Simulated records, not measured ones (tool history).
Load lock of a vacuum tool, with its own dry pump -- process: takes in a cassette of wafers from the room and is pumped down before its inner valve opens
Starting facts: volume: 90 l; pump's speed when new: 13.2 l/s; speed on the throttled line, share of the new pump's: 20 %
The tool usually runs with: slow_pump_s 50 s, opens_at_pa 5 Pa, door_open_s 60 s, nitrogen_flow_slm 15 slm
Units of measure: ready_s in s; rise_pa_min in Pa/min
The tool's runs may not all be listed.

run      day  slow_pump_s  opens_at_pa  door_open_s  nitrogen_flow_slm  incoming humidity of the room's air, %  ready_s  rise_pa_min
  1        0           50            5           60                 15                                    45.7    117.5        0.044
  2    3.592           50            5           60                 15                                    45.9    116.3        0.044
  3    8.375           50            5           60                 15                                    47.2    117.8        0.048
  4   14.862           50            5           60                 15                                      45      117        0.042
  5   19.533           50            5           60                 44                                    42.5    118.7        0.026
  6   24.717           50            5           60                 44                                    42.7    118.5        0.029
  7   30.279           50            5           60                 15                                    43.1    117.6        0.042
  8   37.071           50            5           60                 15                                      42    117.7        0.042
  9   43.838           50            5           60                 15                                      48    118.5        0.046
 10   51.058           50            4           60                 15                                      45    120.3         0.04
 11   55.262           50            5           57                 15                                    43.9      119        0.046
 12   60.992           50            5           57                 15                                      45    119.2        0.046
 13     65.7           50            5           60                 15                                      46    118.5        0.048
 14   72.792           50            5           60                 15                                    48.7    118.9        0.053
 15   77.962           50            5           60                 15                                    42.1    118.5        0.045
 16   82.417           50            5           60                 15                                    43.3    119.2         0.05
 17   88.725           50            5           60                 15                                      44    119.5        0.046
 18   95.188           50            5           60                 15                                    45.3    119.8        0.053
 19  100.967           50            5           60                 15                                    44.3    119.8        0.051
 20  108.088           50            5           60                 15                                    48.3      120        0.061
 21  114.783           50            5           60                 15                                    49.5    121.3        0.043
 22  120.425           82            9           60                 21                                    39.7    139.6        0.041
 23  125.133           82            5           60                 21                                    46.5    145.1        0.054
 24  131.275           82            5           60                 21                                    43.3    145.2        0.046
 25   135.85           82            5           60                 21                                    46.5    145.2        0.047
 26  139.312           50            5           60                 30                                    44.7    120.6         0.05
 27  145.175           66            5           60                 15                                    45.2    133.7        0.057
 28  150.812           50            5           60                 20                                    43.7    120.7        0.047
 29  155.375           27            6           60                 15                                    43.7    100.3        0.053
 30  159.046           45            5          213                  8                                    46.7    116.5        0.097
 31  162.629           50            5           60                 18                                      49    120.8        0.059
 32  169.383           25            4           80                  8                                      46    104.5         0.07
 33  174.262           25            4           80                  8                                    44.9    105.9        0.067
 34  180.683           33            9           29                 35                                      47    105.2        0.042
 35  184.088           33            9           29                 35                                    47.7    103.7        0.043

Below, each run's measurement less what the same run would have read without the hidden state. Both values contain the same run-to-run variation, but the gauge's scatter may not be the same in both:
Hidden state present: pump's speed, % of a new pump's; leak at the door's seal, Pa l/s; drift of the gauge itself on ready_s, %; drift of the gauge itself on rise_pa_min, %.
run  ready_s  rise_pa_min
  1     +8.2       +0.008
  2     +8.2       +0.009
  3     +8.5       +0.009
  4     +8.6       +0.009
  5     +8.8        +0.01
  6     +8.9        +0.01
  7       +9        +0.01
  8     +9.2       +0.011
  9     +9.6       +0.011
 10      +10       +0.011
 11     +9.9       +0.012
 12      +10       +0.012
 13    +10.2       +0.013
 14    +10.4       +0.013
 15    +10.5       +0.014
 16    +10.6       +0.014
 17    +10.8       +0.015
 18      +11       +0.016
 19    +11.2       +0.017
 20    +11.4       +0.017
 21    +11.7       +0.016
 22     +9.5       +0.017
 23    +10.7       +0.018
 24    +10.9       +0.018
 25      +11       +0.019
 26    +12.3       +0.019
 27    +11.7       +0.019
 28    +12.5        +0.02
 29    +13.2       +0.021
 30    +13.1       +0.021
 31      +13       +0.022
 32    +14.7       +0.022
 33    +15.2       +0.022
 34    +13.3       +0.023
 35    +13.2       +0.023
